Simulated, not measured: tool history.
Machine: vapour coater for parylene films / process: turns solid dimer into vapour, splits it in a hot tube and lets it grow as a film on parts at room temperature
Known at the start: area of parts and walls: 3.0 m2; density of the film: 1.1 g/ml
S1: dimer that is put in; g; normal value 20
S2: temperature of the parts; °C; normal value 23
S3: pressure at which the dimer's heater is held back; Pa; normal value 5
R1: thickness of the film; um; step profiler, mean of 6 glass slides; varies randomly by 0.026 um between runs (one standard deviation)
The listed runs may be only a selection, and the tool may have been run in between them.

| run | hour | S1 | S2 | S3 | R1 |
|---|---|---|---|---|---|
| 1 | 0 | 20 | 23 | 5 | 4.12 |
| 2 | 15.4 | 20 | 30 | 5 | 3.4 |
| 3 | 31.2 | 20 | 30 | 5 | 3.41 |
| 4 | 42.1 | 20 | 30 | 5 | 3.39 |
| 5 | 48.9 | 20 | 30 | 5 | 3.38 |
| 6 | 60.6 | 20 | 30 | 5 | 3.36 |
| 7 | 69.6 | 20 | 20 | 5 | 4.5 |
| 8 | 84.6 | 20 | 20 | 5 | 4.47 |
| 9 | 98 | 15 | 23 | 5 | 3.09 |
| 10 | 107.1 | 15 | 23 | 5 | 3.1 |
| 11 | 118.1 | 15 | 23 | 5 | 3.07 |
| 12 | 131.1 | 15 | 18 | 5 | 3.58 |
| 13 | 146.6 | 15 | 18 | 5 | 3.55 |
| 14 | 155.5 | 15 | 18 | 5 | 3.52 |
| 15 | 163.4 | 15 | 18 | 5 | 3.56 |
| 16 | 176.8 | 20 | 25 | 5 | 3.82 |
| 17 | 190.5 | 20 | 25 | 5 | 3.86 |
|  | 195.2 | trap's valve overhauled |
| 18 | 202.4 | 20 | 25 | 5 | 3.77 |
| 19 | 216.7 | 20 | 25 | 5 | 3.78 |
|  | 228.2 | trap's valve overhauled, once more |
| 20 | 231.5 | 20 | 25 | 5 | 3.99 |
| 21 | 238.9 | 20 | 25 | 5 | 3.95 |
| 22 | 246.9 | 20 | 25 | 5 | 3.92 |
| 23 | 258.7 | 33 | 17 | 3.66 | 8.37 |
| 24 | 265.5 | 33 | 17 | 3.66 | 8.43 |
| 25 | 279.9 | 33 | 17 | 3.66 | 8.41 |
| 26 | 288.8 | 20 | 30 | 7.14 | 3.29 |
| 27 | 300.6 | 20 | 30 | 7.14 | 3.25 |
| 28 | 309.9 | 20 | 30 | 7.14 | 3.28 |
| 29 | 317.2 | 20 | 30 | 7.14 | 3.26 |
| 30 | 327.8 | 20 | 21 | 4.4 | 4.4 |
| 31 | 342.8 | 20 | 21 | 4.4 | 4.45 |
| 32 | 355.1 | 20 | 21 | 4.4 | 4.4 |
| 33 | 366.3 | 20 | 21 | 4.4 | 4.41 |
| 34 | 377.1 | 20 | 21 | 4.4 | 4.39 |
| 35 | 393 | 11 | 21 | 5.43 | 2.4 |
| 36 | 406.5 | 11 | 21 | 5.43 | 2.37 |
| 37 | 421.5 | 23 | 22 | 2.73 | 5.18 |
| 38 | 429.5 | 27 | 22 | 2.06 | 6.27 |
| 39 | 442.4 | 27 | 22 | 2.06 | 6.23 |
| 40 | 450.6 | 20 | 28 | 5 | 3.58 |
| 41 | 464 | 32 | 21 | 5 | 6.95 |

Had the tool no unlogged condition, and each run kept its random variation, what would the results have been?
What the log doesn't record here: vapour lost through the trap's worn valve, %; true temperature of the parts over the reading, C; drift of the gauge itself on film_um, %.
| run | R1 |
|---|---|
| 1 | 4.14 |
| 2 | 3.42 |
| 3 | 3.43 |
| 4 | 3.42 |
| 5 | 3.41 |
| 6 | 3.39 |
| 7 | 4.55 |
| 8 | 4.53 |
| 9 | 3.13 |
| 10 | 3.14 |
| 11 | 3.12 |
| 12 | 3.64 |
| 13 | 3.61 |
| 14 | 3.58 |
| 15 | 3.63 |
| 16 | 3.9 |
| 17 | 3.94 |
| 18 | 3.91 |
| 19 | 3.92 |
| 20 | 4 |
| 21 | 3.96 |
| 22 | 3.93 |
| 23 | 8.4 |
| 24 | 8.47 |
| 25 | 8.46 |
| 26 | 3.31 |
| 27 | 3.27 |
| 28 | 3.31 |
| 29 | 3.28 |
| 30 | 4.45 |
| 31 | 4.5 |
| 32 | 4.46 |
| 33 | 4.47 |
| 34 | 4.45 |
| 35 | 2.44 |
| 36 | 2.41 |
| 37 | 5.28 |
| 38 | 6.38 |
| 39 | 6.36 |
| 40 | 3.66 |
| 41 | 7.1 |
